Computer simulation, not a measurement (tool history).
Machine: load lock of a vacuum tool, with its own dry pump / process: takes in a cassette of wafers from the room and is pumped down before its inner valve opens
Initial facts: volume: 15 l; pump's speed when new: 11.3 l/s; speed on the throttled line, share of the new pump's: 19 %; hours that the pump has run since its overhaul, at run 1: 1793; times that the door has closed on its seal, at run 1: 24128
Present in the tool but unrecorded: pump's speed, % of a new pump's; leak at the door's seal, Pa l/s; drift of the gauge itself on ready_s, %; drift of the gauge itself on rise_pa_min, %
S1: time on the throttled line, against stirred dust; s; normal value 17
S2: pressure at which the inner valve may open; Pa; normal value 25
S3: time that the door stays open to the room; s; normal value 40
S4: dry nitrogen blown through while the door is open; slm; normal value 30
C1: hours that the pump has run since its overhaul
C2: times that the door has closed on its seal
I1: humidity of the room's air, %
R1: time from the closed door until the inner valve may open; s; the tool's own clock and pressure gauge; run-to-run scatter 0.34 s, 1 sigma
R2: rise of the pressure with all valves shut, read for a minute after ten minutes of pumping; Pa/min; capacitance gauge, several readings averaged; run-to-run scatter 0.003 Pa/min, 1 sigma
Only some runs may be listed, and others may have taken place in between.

| run | day | S1 | S2 | S3 | S4 | C1 | C2 | I1 | R1 | R2 |
|---|---|---|---|---|---|---|---|---|---|---|
| 1 | 0 | 17 | 25 | 40 | 30 | 1793 | 24128 | 42.3 | 25.5 | 0.381 |
| 2 | 1.925 | 17 | 25 | 40 | 30 | 1840 | 24326 | 50.3 | 25.3 | 0.391 |
| 3 | 5.375 | 17 | 25 | 40 | 30 | 1922 | 24681 | 44.7 | 25.2 | 0.397 |
| 4 | 7.679 | 17 | 25 | 40 | 30 | 1978 | 24919 | 43.6 | 25.6 | 0.401 |
| 5 | 10.033 | 17 | 25 | 40 | 30 | 2034 | 25162 | 42.8 | 25.7 | 0.4 |
| 6 | 13.342 | 17 | 25 | 40 | 30 | 2114 | 25502 | 45.3 | 26.2 | 0.41 |
| 7 | 16.046 | 17 | 25 | 40 | 30 | 2178 | 25781 | 47.1 | 25.5 | 0.412 |
| 8 | 17.933 | 17 | 25 | 40 | 30 | 2224 | 25975 | 44.1 | 25.7 | 0.426 |
| 9 | 21.867 | 23 | 25 | 40 | 30 | 2318 | 26380 | 43.1 | 30.2 | 0.432 |
| 10 | 25.192 | 23 | 25 | 40 | 30 | 2398 | 26723 | 44.7 | 30.2 | 0.448 |
| 11 | 28.938 | 23 | 25 | 40 | 30 | 2488 | 27109 | 45.3 | 29.9 | 0.458 |
| 12 | 32.704 | 23 | 20 | 42 | 25 | 2578 | 27497 | 44.7 | 30.4 | 0.468 |
| 13 | 35.554 | 20 | 24 | 88 | 30 | 2647 | 27790 | 43.1 | 27.9 | 0.497 |
| 14 | 37.383 | 17 | 25 | 50 | 30 | 2691 | 27979 | 47.3 | 25.4 | 0.484 |
| 15 | 41.104 | 17 | 25 | 50 | 30 | 2780 | 28362 | 44.4 | 25.6 | 0.492 |
| 16 | 42.817 | 11 | 26 | 124 | 43 | 2821 | 28538 | 44.9 | 21.1 | 0.525 |
| 17 | 44.842 | 16 | 49 | 122 | 10 | 2870 | 28747 | 45.8 | 23.7 | 0.602 |
| 18 | 47.696 | 13 | 49 | 122 | 24 | 2938 | 29041 | 45.6 | 21.8 | 0.572 |
| 19 | 49.683 | 13 | 49 | 122 | 24 | 2986 | 29246 | 43.8 | 21.9 | 0.574 |
| 20 | 52.575 | 13 | 27 | 122 | 24 | 3055 | 29544 | 44.2 | 22.7 | 0.579 |

Predict each of these 3 candidate next runs independently; none follows another, all start after run 20:
| A | 56.312 | 14 | 27 | 122 | 15 | 3145 | 29928 | 44.2 | ? | ? |
| B | 56.312 | 17 | 25 | 40 | 8 | 3145 | 29928 | 46.3 | ? | ? |
| C | 56.312 | 13 | 26 | 122 | 21 | 3145 | 29928 | 48.4 | ? | ? |

| run | R1 | R2 |
|---|---|---|
| A | 23 | 0.614 |
| B | 25.7 | 0.544 |
| C | 21.7 | 0.612 |
Take away the tool's hidden state, keep each run's random variation, and the runs would have read:
| run | R1 | R2 |
|---|---|---|
| A | 22.3 | 0.147 |
| B | 25 | 0.076 |
| C | 20.9 | 0.14 |
